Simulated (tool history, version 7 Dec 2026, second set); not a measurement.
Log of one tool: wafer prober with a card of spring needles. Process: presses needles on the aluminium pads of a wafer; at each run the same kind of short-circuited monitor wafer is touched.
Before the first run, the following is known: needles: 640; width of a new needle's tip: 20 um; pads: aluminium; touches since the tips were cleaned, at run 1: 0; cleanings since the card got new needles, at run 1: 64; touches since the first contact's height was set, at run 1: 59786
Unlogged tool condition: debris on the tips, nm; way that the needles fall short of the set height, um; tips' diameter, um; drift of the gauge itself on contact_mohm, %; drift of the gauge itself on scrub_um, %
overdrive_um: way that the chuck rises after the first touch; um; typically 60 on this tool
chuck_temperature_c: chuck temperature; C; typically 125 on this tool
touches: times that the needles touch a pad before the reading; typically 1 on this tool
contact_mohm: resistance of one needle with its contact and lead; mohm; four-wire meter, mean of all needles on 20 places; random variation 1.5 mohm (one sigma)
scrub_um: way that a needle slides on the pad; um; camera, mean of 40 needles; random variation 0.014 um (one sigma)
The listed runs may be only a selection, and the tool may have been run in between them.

run   hour  overdrive_um  chuck_temperature_c  touches  touches since the tips were cleaned  cleanings since the card got new needles  touches since the first contact's height was set  contact_mohm  scrub_um
  1      0            60                  125        1                                    0                                        64                                             59786           142      7.23
      12.8  -- height of the first contact set anew
      15.4  -- tips cleaned on abrasive film
  2     18            60                  125        1                                  861                                        65                                              1666           146      7.26
      29.9  -- tips cleaned on abrasive film
      44.5  -- tips cleaned on abrasive film
  3   52.8            70                  125        1                                 2746                                        67                                             13138           139      8.46
        59  -- tips cleaned on abrasive film
      73.7  -- tips cleaned on abrasive film
  4   76.3            70                  125        1                                  865                                        69                                             20883           138      8.43
        90  -- tips cleaned on abrasive film
  5   90.8            44                  125        1                                  277                                        70                                             25656           151       5.3
     104.4  -- tips cleaned on abrasive film
  6  106.1            60                  125        1                                  554                                        71                                             30682           143      7.25
     118.5  -- tips cleaned on abrasive film
     135.2  -- tips cleaned on abrasive film
  7  138.3            60                  125        3                                 1041                                        73                                             41303           143      7.22
     150.6  -- tips cleaned on abrasive film
     165.8  -- tips cleaned on abrasive film
  8  165.8            60                  125        3                                    0                                        75                                             50333           141      7.23
     180.3  -- tips cleaned on abrasive film
  9  192.8            60                  125        3                                 4157                                        76                                             59273           141      7.24
     194.5  -- tips cleaned on abrasive film
     206.4  -- height of the first contact set anew
 10  207.5            60                  125        3                                 4207                                        77                                               368           142       7.2
     210.5  -- tips cleaned on abrasive film
     227.4  -- tips cleaned on abrasive film
 11    239            46                  125        1                                 3837                                        79                                             10751           152      5.55
     241.7  -- tips cleaned on abrasive film
 12    255            46                  125        1                                 4409                                        80                                             16015           153       5.5
     256.6  -- tips cleaned on abrasive film
     271.3  -- tips cleaned on abrasive film
 13  274.4            75                  106        1                                 1014                                        82                                             22377           134      9.03
     288.1  -- tips cleaned on abrasive film
 14    296            43                   58        2                                 2630                                        83                                             29524           138      5.16
       303  -- tips cleaned on abrasive film
 15    312            80                   58        1                                 3009                                        84                                             34799           126       9.6
     317.3  -- tips cleaned on abrasive film
       332  -- tips cleaned on abrasive film
 16  343.2            79                   58        2                                 3714                                        86                                             45072           127      9.47
     348.3  -- tips cleaned on abrasive film
 17  360.8            79                   58        2                                 4167                                        87                                             50882           127      9.45
       363  -- tips cleaned on abrasive film
     379.1  -- tips cleaned on abrasive film
 18  381.2            79                   29        1                                  701                                        89                                             57575           124      9.46
     395.1  -- tips cleaned on abrasive film
     400.2  -- height of the first contact set anew
 19  401.4            56                   27        3                                 1965                                        90                                               391           129      6.72
     409.6  -- tips cleaned on abrasive film
     426.1  -- tips cleaned on abrasive film
 20  435.2            60                   26        1                                 3007                                        92                                             11529           125      7.16
     440.5  -- tips cleaned on abrasive film
     456.1  -- tips cleaned on abrasive film
 21  456.1            69                   80        1                                    0                                        94                                             18412           132      8.22
     471.5  -- tips cleaned on abrasive film
 22  481.8            70                   38        2                                 3413                                        95                                             26892           124      8.35

Branching from run 22: 5 alternative next runs. What would each branch give?
     487.6  -- tips cleaned on abrasive film
     502.7  -- tips cleaned on abrasive film
  A  516.3            40                   38        3                                 4494                                        97                                             38250             ?         ?
     487.6  -- tips cleaned on abrasive film
     502.7  -- tips cleaned on abrasive film
  B  516.3            46                   37        1                                 4494                                        97                                             38250             ?         ?
     487.6  -- tips cleaned on abrasive film
     502.7  -- tips cleaned on abrasive film
  C  516.3            60                  119        2                                 4494                                        97                                             38250             ?         ?
     487.6  -- tips cleaned on abrasive film
     502.7  -- tips cleaned on abrasive film
  D  516.3            51                  120        1                                 4494                                        97                                             38250             ?         ?
     487.6  -- tips cleaned on abrasive film
     502.7  -- tips cleaned on abrasive film
  E  516.3            79                  125        1                                 4494                                        97                                             38250             ?         ?

run  contact_mohm  scrub_um
  A           139      4.79
  B           135      5.48
  C           141      7.16
  D           148      6.07
  E           139      9.44
With the hidden condition removed and each run's random variation left untouched, the same runs would have given:
run  contact_mohm  scrub_um
  A           139      4.85
  B           134      5.56
  C           140      7.26
  D           148      6.15
  E           139      9.57
